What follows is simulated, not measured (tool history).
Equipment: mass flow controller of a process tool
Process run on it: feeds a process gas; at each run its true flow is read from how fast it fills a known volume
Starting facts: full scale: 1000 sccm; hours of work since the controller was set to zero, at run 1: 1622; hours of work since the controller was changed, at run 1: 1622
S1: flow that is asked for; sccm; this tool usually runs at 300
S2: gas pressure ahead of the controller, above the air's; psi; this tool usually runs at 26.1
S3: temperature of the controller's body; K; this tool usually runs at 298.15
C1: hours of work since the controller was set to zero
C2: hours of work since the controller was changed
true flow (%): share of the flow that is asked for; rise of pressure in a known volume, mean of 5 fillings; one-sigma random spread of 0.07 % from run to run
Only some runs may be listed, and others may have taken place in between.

run 1 hour=0.0 | S1=300 S2=26.1 S3=298.15 | C1=1622 C2=1622 | true_flow_(%)=100.44
run 2 hour=512.8 | S1=300 S2=26.1 S3=298.15 | C1=1791 C2=1791 | true_flow_(%)=100.60
run 3 hour=961.5 | S1=119 S2=26.1 S3=298.15 | C1=1940 C2=1940 | true_flow_(%)=103.04
run 4 hour=1280.8 | S1=119 S2=26.1 S3=298.15 | C1=2045 C2=2045 | true_flow_(%)=103.33
run 5 hour=1764.2 | S1=300 S2=26.1 S3=298.15 | C1=2205 C2=2205 | true_flow_(%)=100.77
run 6 hour=2138.4 | S1=300 S2=26.1 S3=298.15 | C1=2329 C2=2329 | true_flow_(%)=100.99
run 7 hour=2648.9 | S1=300 S2=26.1 S3=302.15 | C1=2497 C2=2497 | true_flow_(%)=101.53
run 8 hour=3159.0 | S1=300 S2=26.1 S3=302.15 | C1=2666 C2=2666 | true_flow_(%)=101.54
run 9 hour=3642.0 | S1=143 S2=26.1 S3=298.15 | C1=2826 C2=2826 | true_flow_(%)=103.84
run 10 hour=4123.6 | S1=300 S2=26.1 S3=303.15 | C1=2985 C2=2985 | true_flow_(%)=101.86
run 11 hour=4485.2 | S1=300 S2=26.1 S3=298.15 | C1=3105 C2=3105 | true_flow_(%)=101.45
run 12 hour=4961.0 | S1=331 S2=26.1 S3=298.15 | C1=3262 C2=3262 | true_flow_(%)=101.27
run 13 hour=5297.6 | S1=380 S2=26.1 S3=298.15 | C1=3373 C2=3373 | true_flow_(%)=101.13
run 14 hour=5569.5 | S1=380 S2=26.1 S3=298.15 | C1=3463 C2=3463 | true_flow_(%)=101.19
run 15 hour=6031.5 | S1=300 S2=26.1 S3=298.15 | C1=3616 C2=3616 | true_flow_(%)=101.93
run 16 hour=6450.5 | S1=300 S2=26.1 S3=298.15 | C1=3754 C2=3754 | true_flow_(%)=102.01
run 17 hour=6963.9 | S1=300 S2=26.1 S3=299.15 | C1=3924 C2=3924 | true_flow_(%)=102.27
run 18 hour=7420.0 | S1=300 S2=38.3 S3=298.15 | C1=4075 C2=4075 | true_flow_(%)=102.73
run 19 hour=7684.6 | S1=300 S2=38.3 S3=298.15 | C1=4162 C2=4162 | true_flow_(%)=102.75
run 20 hour=8174.0 | S1=300 S2=38.3 S3=298.15 | C1=4324 C2=4324 | true_flow_(%)=102.96
run 21 hour=8649.7 | S1=300 S2=26.1 S3=298.15 | C1=4481 C2=4481 | true_flow_(%)=102.46
run 22 hour=9094.0 | S1=116 S2=26.1 S3=298.15 | C1=4628 C2=4628 | true_flow_(%)=108.96
run 23 hour=9346.9 | S1=300 S2=31.3 S3=298.15 | C1=4712 C2=4712 | true_flow_(%)=102.95
run 24 hour=9578.2 | S1=300 S2=26.1 S3=299.15 | C1=4788 C2=4788 | true_flow_(%)=102.92
run 25 hour=9902.3 | S1=204 S2=28.9 S3=301.15 | C1=4896 C2=4896 | true_flow_(%)=105.05
run 26 hour=10358.4 | S1=123 S2=21.8 S3=307.15 | C1=5046 C2=5046 | true_flow_(%)=109.64
run 27 hour=10669.7 | S1=542 S2=22.9 S3=295.15 | C1=5149 C2=5149 | true_flow_(%)=100.77
run 28 hour=11090.6 | S1=339 S2=22.8 S3=305.15 | C1=5288 C2=5288 | true_flow_(%)=103.06
run 29 hour=11479.5 | S1=305 S2=20.5 S3=302.15 | C1=5417 C2=5417 | true_flow_(%)=103.13

Run 30 comes next. What will it give?
-- hour=11530.9 controller's zero set anew
run 30 hour=11828.9 | S1=305 S2=20.5 S3=302.15 | C1=99 C2=5532 | true_flow_(%)=?

{"run 30": {"true flow (%)": 106.05}}
Without the tool's hidden state the same run would have given true flow (%) 98.98.
